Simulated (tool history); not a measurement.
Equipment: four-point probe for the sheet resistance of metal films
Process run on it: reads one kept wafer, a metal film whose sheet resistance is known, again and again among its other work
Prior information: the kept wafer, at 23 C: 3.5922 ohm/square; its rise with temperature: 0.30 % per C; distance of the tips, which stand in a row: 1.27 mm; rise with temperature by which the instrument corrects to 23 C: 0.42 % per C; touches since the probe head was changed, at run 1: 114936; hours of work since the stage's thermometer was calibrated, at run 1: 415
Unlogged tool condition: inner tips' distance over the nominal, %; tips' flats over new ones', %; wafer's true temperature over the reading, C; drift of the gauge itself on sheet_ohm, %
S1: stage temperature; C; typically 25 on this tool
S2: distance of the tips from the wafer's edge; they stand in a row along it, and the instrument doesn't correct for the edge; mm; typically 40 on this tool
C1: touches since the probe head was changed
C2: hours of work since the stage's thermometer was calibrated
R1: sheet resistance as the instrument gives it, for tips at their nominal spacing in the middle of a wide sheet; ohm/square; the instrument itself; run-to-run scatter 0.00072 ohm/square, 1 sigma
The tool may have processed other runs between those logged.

run 1 hour=0.0 | S1=25 S2=40 | C1=114936 C2=415 | R1=3.565189
run 2 hour=24.8 | S1=25 S2=40 | C1=116408 C2=432 | R1=3.564010
run 3 hour=57.9 | S1=25 S2=40 | C1=118375 C2=454 | R1=3.562655
run 4 hour=86.8 | S1=26 S2=40 | C1=120089 C2=474 | R1=3.557448
run 5 hour=116.7 | S1=26 S2=40 | C1=121866 C2=494 | R1=3.556941
run 6 hour=136.8 | S1=25 S2=29 | C1=123055 C2=508 | R1=3.562205
-- hour=148.6 new probe head fitted
run 7 hour=162.3 | S1=25 S2=29 | C1=811 C2=525 | R1=3.580816
run 8 hour=178.7 | S1=25 S2=29 | C1=1787 C2=536 | R1=3.580195
run 9 hour=212.0 | S1=25 S2=29 | C1=3765 C2=559 | R1=3.579801
run 10 hour=235.8 | S1=25 S2=29 | C1=5178 C2=575 | R1=3.579771
run 11 hour=269.1 | S1=25 S2=73 | C1=7152 C2=597 | R1=3.574386
run 12 hour=286.3 | S1=20 S2=40 | C1=8172 C2=609 | R1=3.597980
run 13 hour=312.3 | S1=20 S2=40 | C1=9719 C2=627 | R1=3.597986
run 14 hour=341.5 | S1=25 S2=51 | C1=11448 C2=647 | R1=3.574984
run 15 hour=360.6 | S1=25 S2=40 | C1=12584 C2=660 | R1=3.574605
run 16 hour=376.3 | S1=28 S2=40 | C1=13518 C2=670 | R1=3.561100
run 17 hour=397.8 | S1=28 S2=40 | C1=14792 C2=685 | R1=3.560069
run 18 hour=413.5 | S1=25 S2=3 | C1=15722 C2=696 | R1=3.882442
run 19 hour=436.4 | S1=21 S2=8 | C1=17085 C2=711 | R1=3.636307
run 20 hour=470.6 | S1=25 S2=50 | C1=19111 C2=734 | R1=3.571013
-- hour=472.5 stage's thermometer calibrated
run 21 hour=501.9 | S1=25 S2=50 | C1=20940 C2=20 | R1=3.569713
run 22 hour=526.9 | S1=21 S2=4 | C1=22423 C2=37 | R1=3.768432
run 23 hour=558.2 | S1=34 S2=11 | C1=24281 C2=58 | R1=3.556915
run 24 hour=574.0 | S1=19 S2=5 | C1=25222 C2=69 | R1=3.712306
run 25 hour=603.1 | S1=20 S2=66 | C1=26950 C2=89 | R1=3.587755
run 26 hour=632.4 | S1=20 S2=66 | C1=28689 C2=109 | R1=3.586579
run 27 hour=656.4 | S1=18 S2=8 | C1=30114 C2=125 | R1=3.641885
-- hour=665.8 stage's thermometer calibrated, once more
run 28 hour=683.8 | S1=35 S2=8 | C1=31707 C2=12 | R1=3.573327
run 29 hour=700.1 | S1=35 S2=8 | C1=32679 C2=23 | R1=3.572755

What if the next run were any one of these 5? Each begins from the tool's condition after run 29:
run A hour=719.1 | S1=27 S2=35 | C1=33803 C2=36 | R1=?
run B hour=719.1 | S1=33 S2=4 | C1=33803 C2=36 | R1=?
run C hour=719.1 | S1=24 S2=8 | C1=33803 C2=36 | R1=?
run D hour=719.1 | S1=18 S2=8 | C1=33803 C2=36 | R1=?
run E hour=719.1 | S1=31 S2=51 | C1=33803 C2=36 | R1=?

run=A R1=3.561138
run=B R1=3.714783
run=C R1=3.618544
run=D R1=3.644962
run=E R1=3.541383
With the hidden condition removed and each run's random variation left untouched, the same runs would have given:
run=A R1=3.578776
run=B R1=3.733110
run=C R1=3.636446
run=D R1=3.662990
run=E R1=3.558927

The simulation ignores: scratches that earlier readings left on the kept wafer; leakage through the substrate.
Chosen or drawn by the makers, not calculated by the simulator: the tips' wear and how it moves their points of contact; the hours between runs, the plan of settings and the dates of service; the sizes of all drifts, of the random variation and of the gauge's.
